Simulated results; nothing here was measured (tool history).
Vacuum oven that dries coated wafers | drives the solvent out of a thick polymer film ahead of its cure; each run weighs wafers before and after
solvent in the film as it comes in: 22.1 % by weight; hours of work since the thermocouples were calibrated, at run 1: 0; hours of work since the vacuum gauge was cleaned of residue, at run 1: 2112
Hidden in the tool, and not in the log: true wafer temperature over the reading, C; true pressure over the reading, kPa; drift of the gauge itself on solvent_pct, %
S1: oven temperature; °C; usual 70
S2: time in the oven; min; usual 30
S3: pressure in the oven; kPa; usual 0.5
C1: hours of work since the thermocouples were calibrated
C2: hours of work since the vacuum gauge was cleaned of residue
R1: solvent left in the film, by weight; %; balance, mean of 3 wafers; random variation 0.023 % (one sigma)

Run 1, hour 0: usual settings; C1 0; C2 2112. Result: R1 1.38 %.
Run 2, hour 86: usual settings but S2 17 min; C1 52; C2 2164. Result: R1 3.79 %.
Run 3, hour 188.9: usual settings but S2 17 min; C1 114; C2 2226. Result: R1 3.74 %.
Run 4, hour 308.9: usual settings but S2 17 min; C1 187; C2 2299. Result: R1 3.76 %.
Run 5, hour 416.5: usual settings but S2 31 min; C1 252; C2 2364. Result: R1 1.22 %.
Run 6, hour 475.3: usual settings but S2 31 min; C1 288; C2 2399. Result: R1 1.22 %.
Run 7, hour 550: usual settings but S2 31 min; C1 333; C2 2444. Result: R1 1.26 %.
Run 8, hour 654.8: usual settings but S3 0.584 kPa; C1 396; C2 2508. Result: R1 1.42 %.
Run 9, hour 720.1: usual settings but S3 0.584 kPa; C1 436; C2 2547. Result: R1 1.41 %.
Run 10, hour 799.3: usual settings; C1 484; C2 2595. Result: R1 1.32 %.
Run 11, hour 878.1: usual settings but S2 52 min; C1 531; C2 2643. Result: R1 0.49 %.
Run 12, hour 988.5: usual settings but S3 0.462 kPa; C1 598; C2 2710. Result: R1 1.32 %.
At hour 1039: oven's thermocouples calibrated.
Run 13, hour 1073.4: usual settings but S1 81 °C, S2 19 min, S3 1.843 kPa; C1 21; C2 2760. Result: R1 1.53 %.
Run 14, hour 1143.5: usual settings but S3 1.478 kPa; C1 63; C2 2802. Result: R1 2.01 %.
Run 15, hour 1255.6: usual settings but S3 1.478 kPa; C1 131; C2 2870. Result: R1 2.01 %.
Run 16, hour 1356.7: usual settings but S1 67 °C, S2 53 min; C1 192; C2 2931. Result: R1 0.64 %.
Run 17, hour 1426.6: usual settings but S1 67 °C, S2 53 min; C1 235; C2 2974. Result: R1 0.66 %.
Run 18, hour 1507.1: usual settings but S1 67 °C, S2 53 min, S3 0.332 kPa; C1 283; C2 3022. Result: R1 0.52 %.
Run 19, hour 1589.8: usual settings but S1 58 °C, S2 20 min, S3 0.997 kPa; C1 333; C2 3072. Result: R1 7.29 %.
At hour 1659.1: vacuum gauge cleaned of residue and calibrated.
Run 20, hour 1720.2: usual settings but S1 58 °C, S2 20 min, S3 0.997 kPa; C1 411; C2 37. Result: R1 7.24 %.
Run 21, hour 1793.7: usual settings but S2 28 min; C1 456; C2 81. Result: R1 1.54 %.
Run 22, hour 1861.7: usual settings but S1 59 °C, S3 0.718 kPa; C1 497; C2 123. Result: R1 4.23 %.
Run 23, hour 1951.2: usual settings but S1 59 °C, S3 0.718 kPa; C1 551; C2 177. Result: R1 4.23 %.

How the hidden state differs across the entries between the runs, from the last listed run before each to the first after it:
Between runs 12 and 13: oven's thermocouples calibrated (hour 1039)
  true wafer temperature over the reading, C: -0.02 -> 0.02
Between runs 19 and 20: vacuum gauge cleaned of residue and calibrated (hour 1659.1)
  true pressure over the reading, kPa: 0.024 -> 0.001

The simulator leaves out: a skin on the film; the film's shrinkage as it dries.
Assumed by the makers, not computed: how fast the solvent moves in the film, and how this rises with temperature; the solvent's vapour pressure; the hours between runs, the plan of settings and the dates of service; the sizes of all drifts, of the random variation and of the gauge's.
